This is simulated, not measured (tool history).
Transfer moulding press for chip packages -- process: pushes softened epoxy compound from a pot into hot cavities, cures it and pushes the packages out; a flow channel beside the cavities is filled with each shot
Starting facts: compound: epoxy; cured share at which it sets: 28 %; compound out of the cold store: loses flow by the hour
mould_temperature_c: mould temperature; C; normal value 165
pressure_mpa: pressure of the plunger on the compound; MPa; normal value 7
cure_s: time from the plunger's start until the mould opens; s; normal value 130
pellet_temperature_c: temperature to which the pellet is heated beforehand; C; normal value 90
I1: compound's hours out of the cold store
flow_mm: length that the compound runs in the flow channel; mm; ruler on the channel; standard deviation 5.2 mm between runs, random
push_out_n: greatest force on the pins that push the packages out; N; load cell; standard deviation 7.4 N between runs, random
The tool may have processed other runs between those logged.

run 1 hour=0 | mould_temperature_c=165 pressure_mpa=7 cure_s=130 pellet_temperature_c=90 | I1=38 | flow_mm=686 push_out_n=316
-- hour=63.3 cavities cleaned with cleaning compound and waxed
run 2 hour=80.1 | mould_temperature_c=172 pressure_mpa=7 cure_s=130 pellet_temperature_c=90 | I1=34.9 | flow_mm=675 push_out_n=276
-- hour=88.3 mould's thermocouples calibrated
run 3 hour=121.3 | mould_temperature_c=172 pressure_mpa=7 cure_s=130 pellet_temperature_c=90 | I1=46.3 | flow_mm=631 push_out_n=271
-- hour=145.7 cavities cleaned with cleaning compound and waxed
run 4 hour=175.6 | mould_temperature_c=165 pressure_mpa=7 cure_s=130 pellet_temperature_c=90 | I1=26.5 | flow_mm=741 push_out_n=318
-- hour=215.5 plunger's sealing rings changed
-- hour=229.4 cavities cleaned with cleaning compound and waxed
run 5 hour=258.7 | mould_temperature_c=165 pressure_mpa=7 cure_s=130 pellet_temperature_c=90 | I1=45.6 | flow_mm=654 push_out_n=309
-- hour=306.7 cavities cleaned with cleaning compound and waxed
run 6 hour=338.1 | mould_temperature_c=165 pressure_mpa=7 cure_s=130 pellet_temperature_c=90 | I1=19 | flow_mm=779 push_out_n=306
-- hour=388 cavities cleaned with cleaning compound and waxed
run 7 hour=419.4 | mould_temperature_c=165 pressure_mpa=7 cure_s=130 pellet_temperature_c=90 | I1=15.6 | flow_mm=788 push_out_n=321
-- hour=468.2 cavities cleaned with cleaning compound and waxed
run 8 hour=499.6 | mould_temperature_c=165 pressure_mpa=7 cure_s=132 pellet_temperature_c=90 | I1=15.7 | flow_mm=788 push_out_n=325
-- hour=550.4 cavities cleaned with cleaning compound and waxed
-- hour=562.1 plunger's sealing rings changed
run 9 hour=562.1 | mould_temperature_c=165 pressure_mpa=7 cure_s=132 pellet_temperature_c=90 | I1=8.6 | flow_mm=830 push_out_n=293
-- hour=633 cavities cleaned with cleaning compound and waxed
run 10 hour=637.9 | mould_temperature_c=165 pressure_mpa=7 cure_s=132 pellet_temperature_c=90 | I1=25.1 | flow_mm=757 push_out_n=294
run 11 hour=683 | mould_temperature_c=165 pressure_mpa=7 cure_s=119 pellet_temperature_c=90 | I1=45.9 | flow_mm=660 push_out_n=338
-- hour=716.8 cavities cleaned with cleaning compound and waxed
run 12 hour=735.9 | mould_temperature_c=165 pressure_mpa=7 cure_s=119 pellet_temperature_c=90 | I1=45.9 | flow_mm=655 push_out_n=327
-- hour=794.3 cavities cleaned with cleaning compound and waxed
run 13 hour=801.5 | mould_temperature_c=163 pressure_mpa=7 cure_s=130 pellet_temperature_c=90 | I1=47 | flow_mm=662 push_out_n=318
-- hour=875.9 cavities cleaned with cleaning compound and waxed
run 14 hour=877 | mould_temperature_c=163 pressure_mpa=7 cure_s=130 pellet_temperature_c=90 | I1=39.6 | flow_mm=692 push_out_n=324
-- hour=905.9 mould's thermocouples calibrated
-- hour=908.4 plunger's sealing rings changed
run 15 hour=948.4 | mould_temperature_c=162 pressure_mpa=6.47 cure_s=130 pellet_temperature_c=90 | I1=46.6 | flow_mm=639 push_out_n=369
-- hour=964.1 cavities cleaned with cleaning compound and waxed
run 16 hour=998.8 | mould_temperature_c=162 pressure_mpa=6.47 cure_s=130 pellet_temperature_c=90 | I1=18.7 | flow_mm=764 push_out_n=363
-- hour=1042.9 cavities cleaned with cleaning compound and waxed
run 17 hour=1053.8 | mould_temperature_c=165 pressure_mpa=7 cure_s=148 pellet_temperature_c=99 | I1=36.2 | flow_mm=692 push_out_n=284
run 18 hour=1102.3 | mould_temperature_c=165 pressure_mpa=5.55 cure_s=148 pellet_temperature_c=91 | I1=14.2 | flow_mm=706 push_out_n=284
-- hour=1123.1 cavities cleaned with cleaning compound and waxed
run 19 hour=1160.1 | mould_temperature_c=165 pressure_mpa=5.55 cure_s=148 pellet_temperature_c=91 | I1=43.1 | flow_mm=591 push_out_n=273
-- hour=1203 cavities cleaned with cleaning compound and waxed
run 20 hour=1211.5 | mould_temperature_c=162 pressure_mpa=7.8 cure_s=111 pellet_temperature_c=94 | I1=44.4 | flow_mm=706 push_out_n=430
-- hour=1255.5 plunger's sealing rings changed
-- hour=1288.8 cavities cleaned with cleaning compound and waxed
run 21 hour=1295.8 | mould_temperature_c=162 pressure_mpa=7.8 cure_s=111 pellet_temperature_c=86 | I1=34.7 | flow_mm=749 push_out_n=466
run 22 hour=1351.2 | mould_temperature_c=164 pressure_mpa=6.61 cure_s=161 pellet_temperature_c=84 | I1=27.4 | flow_mm=728 push_out_n=287
-- hour=1366.7 cavities cleaned with cleaning compound and waxed
run 23 hour=1413.7 | mould_temperature_c=164 pressure_mpa=6.61 cure_s=161 pellet_temperature_c=92 | I1=11.7 | flow_mm=793 push_out_n=287
-- hour=1449.5 cavities cleaned with cleaning compound and waxed
run 24 hour=1487.7 | mould_temperature_c=165 pressure_mpa=7 cure_s=130 pellet_temperature_c=95 | I1=45.1 | flow_mm=657 push_out_n=291
-- hour=1527.9 cavities cleaned with cleaning compound and waxed
run 25 hour=1566.4 | mould_temperature_c=164 pressure_mpa=7 cure_s=156 pellet_temperature_c=98 | I1=35.7 | flow_mm=702 push_out_n=282

Branching from run 25: 3 alternative next runs. What would each branch give?
-- hour=1598 plunger's sealing rings changed
-- hour=1608.3 cavities cleaned with cleaning compound and waxed
run A hour=1631.3 | mould_temperature_c=165 pressure_mpa=7 cure_s=137 pellet_temperature_c=90 | I1=42.7 | flow_mm=? push_out_n=?
-- hour=1598 plunger's sealing rings changed
-- hour=1608.3 cavities cleaned with cleaning compound and waxed
run B hour=1631.3 | mould_temperature_c=164 pressure_mpa=5.75 cure_s=156 pellet_temperature_c=98 | I1=32.8 | flow_mm=? push_out_n=?
-- hour=1598 plunger's sealing rings changed
-- hour=1608.3 cavities cleaned with cleaning compound and waxed
run C hour=1631.3 | mould_temperature_c=165 pressure_mpa=7.32 cure_s=130 pellet_temperature_c=90 | I1=14.7 | flow_mm=? push_out_n=?

run=A flow_mm=666 push_out_n=295
run=B flow_mm=640 push_out_n=281
run=C flow_mm=812 push_out_n=313
With the hidden condition removed and each run's random variation left untouched, the same runs would have given:
run=A flow_mm=667 push_out_n=292
run=B flow_mm=640 push_out_n=278
run=C flow_mm=812 push_out_n=310

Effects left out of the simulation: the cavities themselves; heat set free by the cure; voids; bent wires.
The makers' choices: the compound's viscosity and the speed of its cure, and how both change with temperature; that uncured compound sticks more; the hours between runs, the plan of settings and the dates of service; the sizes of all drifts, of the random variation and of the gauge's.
